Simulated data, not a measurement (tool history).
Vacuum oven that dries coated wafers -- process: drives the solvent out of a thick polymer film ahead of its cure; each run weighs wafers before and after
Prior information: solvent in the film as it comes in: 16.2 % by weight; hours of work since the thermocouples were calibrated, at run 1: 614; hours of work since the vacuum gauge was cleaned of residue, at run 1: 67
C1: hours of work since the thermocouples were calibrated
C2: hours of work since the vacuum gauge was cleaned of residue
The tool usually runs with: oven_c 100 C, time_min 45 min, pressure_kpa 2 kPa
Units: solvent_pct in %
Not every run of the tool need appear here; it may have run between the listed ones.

{"run": 1, "hour": 0.0, "oven_c": 100, "time_min": 45, "pressure_kpa": 2, "C1": 614, "C2": 67, "solvent_pct": 3.39}
{"run": 2, "hour": 9.5, "oven_c": 100, "time_min": 45, "pressure_kpa": 1.27, "C1": 621, "C2": 74, "solvent_pct": 2.29}
{"run": 3, "hour": 19.0, "oven_c": 100, "time_min": 45, "pressure_kpa": 1.27, "C1": 627, "C2": 81, "solvent_pct": 2.27}
{"run": 4, "hour": 32.5, "oven_c": 100, "time_min": 45, "pressure_kpa": 1.27, "C1": 636, "C2": 90, "solvent_pct": 2.35}
{"run": 5, "hour": 46.3, "oven_c": 100, "time_min": 45, "pressure_kpa": 1.27, "C1": 646, "C2": 99, "solvent_pct": 2.31}
{"run": 6, "hour": 56.3, "oven_c": 100, "time_min": 45, "pressure_kpa": 1.27, "C1": 653, "C2": 106, "solvent_pct": 2.29}
{"run": 7, "hour": 64.8, "oven_c": 100, "time_min": 45, "pressure_kpa": 1.27, "C1": 659, "C2": 112, "solvent_pct": 2.32}
{"run": 8, "hour": 73.5, "oven_c": 100, "time_min": 68, "pressure_kpa": 1.27, "C1": 665, "C2": 118, "solvent_pct": 1.98}
{"run": 9, "hour": 83.0, "oven_c": 100, "time_min": 68, "pressure_kpa": 1.27, "C1": 671, "C2": 125, "solvent_pct": 2}
{"run": 10, "hour": 90.4, "oven_c": 100, "time_min": 45, "pressure_kpa": 2, "C1": 676, "C2": 130, "solvent_pct": 3.3}
{"run": 11, "hour": 104.4, "oven_c": 100, "time_min": 45, "pressure_kpa": 2, "C1": 686, "C2": 139, "solvent_pct": 3.39}
{"run": 12, "hour": 112.5, "oven_c": 100, "time_min": 45, "pressure_kpa": 2, "C1": 691, "C2": 145, "solvent_pct": 3.45}
{"run": 13, "hour": 126.6, "oven_c": 100, "time_min": 63, "pressure_kpa": 2, "C1": 701, "C2": 155, "solvent_pct": 3.15}
{"run": 14, "hour": 134.5, "oven_c": 100, "time_min": 63, "pressure_kpa": 2, "C1": 707, "C2": 160, "solvent_pct": 3.17}
{"run": 15, "hour": 144.9, "oven_c": 100, "time_min": 63, "pressure_kpa": 2, "C1": 714, "C2": 167, "solvent_pct": 3.15}
{"run": 16, "hour": 158.1, "oven_c": 100, "time_min": 63, "pressure_kpa": 2, "C1": 723, "C2": 176, "solvent_pct": 3.12}
{"run": 17, "hour": 169.5, "oven_c": 100, "time_min": 63, "pressure_kpa": 2, "C1": 731, "C2": 184, "solvent_pct": 3.18}
{"run": 18, "hour": 182.5, "oven_c": 100, "time_min": 63, "pressure_kpa": 2, "C1": 740, "C2": 193, "solvent_pct": 3.18}
{"run": 19, "hour": 190.5, "oven_c": 100, "time_min": 63, "pressure_kpa": 2, "C1": 745, "C2": 198, "solvent_pct": 3.22}
{"run": 20, "hour": 202.1, "oven_c": 115, "time_min": 45, "pressure_kpa": 1.5, "C1": 753, "C2": 206, "solvent_pct": 1.4}

Estimate the outcome of run 21 from the log above:
{"run": 21, "hour": 216.9, "oven_c": 115, "time_min": 45, "pressure_kpa": 1.5, "C1": 763, "C2": 217, "solvent_pct": "?"}

solvent_pct: 1.44 %
If the tool had no hidden condition, the same run with the same run-to-run variation would have returned solvent_pct 1.43 %.

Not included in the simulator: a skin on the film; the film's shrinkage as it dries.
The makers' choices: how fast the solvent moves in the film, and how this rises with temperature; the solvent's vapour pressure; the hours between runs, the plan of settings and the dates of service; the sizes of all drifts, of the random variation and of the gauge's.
